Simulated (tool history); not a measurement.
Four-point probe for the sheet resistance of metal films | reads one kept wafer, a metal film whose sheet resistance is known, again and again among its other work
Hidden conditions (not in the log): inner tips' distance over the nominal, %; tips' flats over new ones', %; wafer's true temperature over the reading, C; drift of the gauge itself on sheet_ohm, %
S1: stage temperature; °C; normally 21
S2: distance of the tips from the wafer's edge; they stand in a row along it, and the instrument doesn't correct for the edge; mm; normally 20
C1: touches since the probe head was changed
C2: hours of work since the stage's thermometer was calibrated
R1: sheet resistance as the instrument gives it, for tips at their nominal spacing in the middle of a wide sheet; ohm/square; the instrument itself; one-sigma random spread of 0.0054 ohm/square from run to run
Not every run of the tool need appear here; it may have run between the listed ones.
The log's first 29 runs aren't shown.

| run | hour | S1 | S2 | C1 | C2 | R1 |
|---|---|---|---|---|---|---|
| 30 | 2333 | 35 | 20 | 93925 | 1924 | 27.104655 |
| 31 | 2449.3 | 22 | 6 | 97599 | 1995 | 27.30588 |
| 32 | 2566.3 | 22 | 6 | 101295 | 2067 | 27.300469 |
| 33 | 2649.8 | 19 | 25 | 103930 | 2118 | 27.228792 |
| 34 | 2728.7 | 20 | 61 | 106425 | 2166 | 27.218222 |
| 35 | 2809.7 | 20 | 30 | 108982 | 2215 | 27.22014 |
| 36 | 2924.7 | 20 | 30 | 112614 | 2286 | 27.226809 |
| 37 | 3045.9 | 20 | 30 | 116444 | 2360 | 27.224052 |
| 38 | 3097.7 | 26 | 8 | 118079 | 2391 | 27.21616 |

Each row is a separate what-if for the run after 38, all from the same tool condition, not one after another. Results?
| A | 3207.8 | 21 | 60 | 121556 | 2459 | ? |
| B | 3207.8 | 33 | 20 | 121556 | 2459 | ? |
| C | 3207.8 | 21 | 8 | 121556 | 2459 | ? |
| D | 3207.8 | 26 | 67 | 121556 | 2459 | ? |

| run | R1 |
|---|---|
| A | 27.208198 |
| B | 27.128718 |
| C | 27.265189 |
| D | 27.17513 |
What these runs would have given with no unlogged condition in the tool:
| run | R1 |
|---|---|
| A | 27.209474 |
| B | 27.12998 |
| C | 27.266468 |
| D | 27.1764 |
